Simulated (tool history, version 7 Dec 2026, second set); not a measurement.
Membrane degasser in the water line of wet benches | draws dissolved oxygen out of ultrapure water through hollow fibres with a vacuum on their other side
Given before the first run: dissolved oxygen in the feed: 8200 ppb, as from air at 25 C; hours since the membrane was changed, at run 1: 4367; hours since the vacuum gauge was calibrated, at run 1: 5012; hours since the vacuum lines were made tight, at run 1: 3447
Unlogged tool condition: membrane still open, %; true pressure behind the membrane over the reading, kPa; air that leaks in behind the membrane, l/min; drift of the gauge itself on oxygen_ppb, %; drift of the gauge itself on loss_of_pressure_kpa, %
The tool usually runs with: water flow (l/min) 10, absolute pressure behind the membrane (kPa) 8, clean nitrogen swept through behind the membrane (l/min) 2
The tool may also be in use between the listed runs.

| run | hour | water flow (l/min) | absolute pressure behind the membrane (kPa) | clean nitrogen swept through behind the membrane (l/min) | hours since the membrane was changed | hours since the vacuum gauge was calibrated | hours since the vacuum lines were made tight | dissolved oxygen in the water behind the degasser (ppb) | pressure that the water loses in the fibres (kPa) |
|---|---|---|---|---|---|---|---|---|---|
| 1 | 0 | 10 | 8 | 2 | 4367 | 5012 | 3447 | 100.8 | 30.45 |
| 2 | 131.9 | 10 | 8 | 1.16 | 4499 | 5144 | 3579 | 142 | 30.13 |
| 3 | 207.3 | 10 | 8 | 1.16 | 4575 | 5219 | 3654 | 141.1 | 30.12 |
| 4 | 326.3 | 10 | 8 | 3.95 | 4694 | 5338 | 3773 | 71.4 | 30.05 |
| 5 | 460.4 | 10 | 8 | 3.95 | 4828 | 5472 | 3907 | 72.1 | 30.19 |
| 6 | 595.7 | 10 | 8 | 3.95 | 4963 | 5607 | 4043 | 71.8 | 30.47 |
| 7 | 668.3 | 10 | 8 | 3.95 | 5036 | 5680 | 4115 | 71.4 | 30.39 |
| 8 | 745.6 | 10 | 8 | 2 | 5113 | 5757 | 4193 | 103.2 | 30.42 |
| 9 | 855.9 | 10 | 8 | 2 | 5223 | 5868 | 4303 | 100.8 | 30.33 |
| 10 | 1002 | 10 | 8 | 2 | 5369 | 6014 | 4449 | 102.2 | 30.26 |
| 11 | 1147.4 | 10 | 6.31 | 2 | 5515 | 6159 | 4595 | 82.5 | 30.77 |
| 12 | 1315.7 | 10 | 6.31 | 2 | 5683 | 6327 | 4763 | 81.4 | 30.25 |
| 13 | 1427.5 | 10 | 8 | 2 | 5795 | 6439 | 4875 | 100.8 | 30.41 |
| 14 | 1521.4 | 7 | 8 | 2 | 5889 | 6533 | 4968 | 66.4 | 21.25 |
| 15 | 1670.1 | 7 | 8 | 2 | 6037 | 6682 | 5117 | 67.9 | 21.47 |
| 16 | 1810.6 | 7 | 8 | 2 | 6178 | 6822 | 5258 | 69.5 | 21.56 |
| 17 | 1888.4 | 7 | 8 | 2 | 6256 | 6900 | 5336 | 69.7 | 21.34 |
| 18 | 2056.9 | 8 | 8 | 2 | 6424 | 7069 | 5504 | 79.4 | 24.33 |
| 19 | 2176.8 | 10 | 12.46 | 4.08 | 6544 | 7189 | 5624 | 101 | 31.02 |
| 20 | 2284 | 10 | 12.46 | 4.08 | 6651 | 7296 | 5731 | 102.3 | 30.68 |
| 21 | 2389.4 | 8 | 5.7 | 1.24 | 6757 | 7401 | 5837 | 72.9 | 24.5 |
| 22 | 2489.8 | 8 | 5.7 | 1.24 | 6857 | 7502 | 5937 | 73.1 | 24.76 |
| 23 | 2570.1 | 8 | 5.7 | 1.24 | 6937 | 7582 | 6017 | 72.5 | 24.55 |
| 24 | 2674.9 | 10 | 13.27 | 2.53 | 7042 | 7687 | 6122 | 146.6 | 30.89 |
| 25 | 2801.3 | 10 | 18.77 | 0.95 | 7169 | 7813 | 6248 | 428.9 | 30.78 |
| 26 | 2894.9 | 10 | 10.97 | 3.56 | 7262 | 7907 | 6342 | 100.1 | 30.76 |
| 27 | 3059.5 | 9 | 10.97 | 4.12 | 7427 | 8071 | 6507 | 82.7 | 27.68 |
|  | 3068.9 | seals of the vacuum lines changed |
| 28 | 3135.4 | 9 | 10.97 | 4.12 | 7501 | 8145 | 67 | 77.8 | 28.19 |
| 29 | 3269.6 | 9 | 10.97 | 4.12 | 7635 | 8279 | 201 | 82.1 | 27.73 |
| 30 | 3384.7 | 12 | 10.97 | 0.97 | 7750 | 8395 | 316 | 276.3 | 37.13 |

Below are 4 alternative next runs, each starting from the tool's condition after run 30. Predict each:
| A | 3551.1 | 12 | 8.59 | 2 | 7916 | 8561 | 482 | ? | ? |
| B | 3551.1 | 9 | 6.62 | 0.86 | 7916 | 8561 | 482 | ? | ? |
| C | 3551.1 | 10 | 5.61 | 4.93 | 7916 | 8561 | 482 | ? | ? |
| D | 3551.1 | 10 | 7.01 | 1.42 | 7916 | 8561 | 482 | ? | ? |

| run | dissolved oxygen in the water behind the degasser (ppb) | pressure that the water loses in the fibres (kPa) |
|---|---|---|
| A | 138.9 | 37.27 |
| B | 124.3 | 28.19 |
| C | 56.4 | 31.09 |
| D | 110.9 | 31.57 |
Without the tool's unlogged condition, the same runs would have read:
| run | dissolved oxygen in the water behind the degasser (ppb) | pressure that the water loses in the fibres (kPa) |
|---|---|---|
| A | 122.1 | 35.36 |
| B | 109.8 | 26.76 |
| C | 44.6 | 29.49 |
| D | 96.5 | 29.97 |

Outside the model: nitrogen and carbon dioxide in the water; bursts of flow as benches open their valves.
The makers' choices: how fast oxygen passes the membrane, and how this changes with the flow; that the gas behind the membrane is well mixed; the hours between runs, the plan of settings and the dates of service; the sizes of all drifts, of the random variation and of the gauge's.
